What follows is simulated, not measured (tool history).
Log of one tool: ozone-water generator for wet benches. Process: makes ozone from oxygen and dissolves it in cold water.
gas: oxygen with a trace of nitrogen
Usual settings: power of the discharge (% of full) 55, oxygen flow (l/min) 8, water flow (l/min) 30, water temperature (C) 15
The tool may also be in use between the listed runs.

| run | day | power of the discharge (% of full) | oxygen flow (l/min) | water flow (l/min) | water temperature (C) | dissolved ozone (ppm) | ozone in the gas ahead of the water (g/m3) |
|---|---|---|---|---|---|---|---|
| 1 | 0 | 55 | 8 | 30 | 15 | 17.9 | 164.7 |
| 2 | 8.283 | 71 | 8 | 30 | 15 | 22.1 | 201.2 |
| 3 | 14.975 | 71 | 8 | 30 | 15 | 21.8 | 200.1 |
| 4 | 20.467 | 55 | 13.63 | 30 | 15 | 17.4 | 119.2 |
| 5 | 25.071 | 55 | 8 | 30 | 15 | 17.9 | 162.7 |
| 6 | 31.283 | 40 | 8 | 30 | 15 | 14.3 | 127.5 |
| 7 | 37.562 | 55 | 8 | 30 | 15 | 17.8 | 163.2 |
| 8 | 46.129 | 55 | 8 | 30 | 15 | 17.9 | 161.4 |
| 9 | 52.554 | 55 | 6.46 | 30 | 15 | 18.2 | 182.3 |
| 10 | 61.142 | 55 | 6.46 | 38 | 15 | 14.9 | 181.3 |
| 11 | 65.6 | 55 | 6.46 | 38 | 15 | 15 | 182.5 |
| 12 | 69.7 | 55 | 8 | 30 | 15 | 18.4 | 160 |
| 13 | 75.175 | 55 | 8 | 30 | 15 | 18.1 | 161 |
| 14 | 83.188 | 55 | 8 | 30 | 15 | 17.7 | 160.3 |
| 15 | 91.512 | 65 | 8 | 30 | 15 | 20.3 | 179.5 |
|  | 92.667 | gauge calibrated |
| 16 | 98.738 | 65 | 8 | 30 | 15 | 20.3 | 186.7 |
| 17 | 103.267 | 49 | 8 | 30 | 15 | 16.6 | 149.5 |
| 18 | 106.833 | 55 | 8 | 42 | 15 | 13.8 | 163.2 |
| 19 | 114.1 | 55 | 8 | 42 | 15 | 14.1 | 162 |
| 20 | 122.546 | 55 | 8 | 42 | 15 | 14 | 161.4 |
|  | 127.212 | water thermometer calibrated |
| 21 | 131.021 | 70 | 9.13 | 30 | 15 | 21.6 | 181 |
| 22 | 136.154 | 56 | 9.13 | 46 | 18 | 12.7 | 152.3 |
| 23 | 139.662 | 56 | 9.13 | 46 | 18 | 13 | 152.8 |
| 24 | 145.517 | 53 | 8 | 19 | 14 | 24.1 | 157.8 |
| 25 | 151.212 | 55 | 8 | 30 | 12 | 18.9 | 160.3 |
| 26 | 154.838 | 55 | 6.75 | 36 | 12 | 16 | 177.4 |
| 27 | 162.833 | 43 | 9.78 | 19 | 9 | 21.7 | 118.6 |
| 28 | 169.442 | 43 | 9.78 | 19 | 9 | 21.9 | 118.1 |
| 29 | 176.004 | 52 | 8 | 30 | 12 | 17.9 | 152.6 |
| 30 | 181.25 | 52 | 12.62 | 30 | 12 | 17.7 | 117.6 |
| 31 | 184.75 | 55 | 10.24 | 32 | 15 | 17 | 138.6 |
| 32 | 192.879 | 55 | 10.24 | 32 | 15 | 17 | 138.3 |
| 33 | 201.117 | 55 | 10.6 | 30 | 12 | 19 | 134.8 |

Forecast each of these 3 alternatives for the next run:
| A | 206.954 | 64 | 11.64 | 30 | 9 | ? | ? |
| B | 206.954 | 41 | 10.6 | 19 | 10 | ? | ? |
| C | 206.954 | 41 | 10.6 | 21 | 12 | ? | ? |

| run | dissolved ozone (ppm) | ozone in the gas ahead of the water (g/m3) |
|---|---|---|
| A | 21.8 | 142.8 |
| B | 20.3 | 107.3 |
| C | 18.8 | 108.2 |
Without the tool's hidden state the same runs would have given:
| run | dissolved ozone (ppm) | ozone in the gas ahead of the water (g/m3) |
|---|---|---|
| A | 21.8 | 148.5 |
| B | 20.3 | 111.5 |
| C | 18.9 | 112.4 |
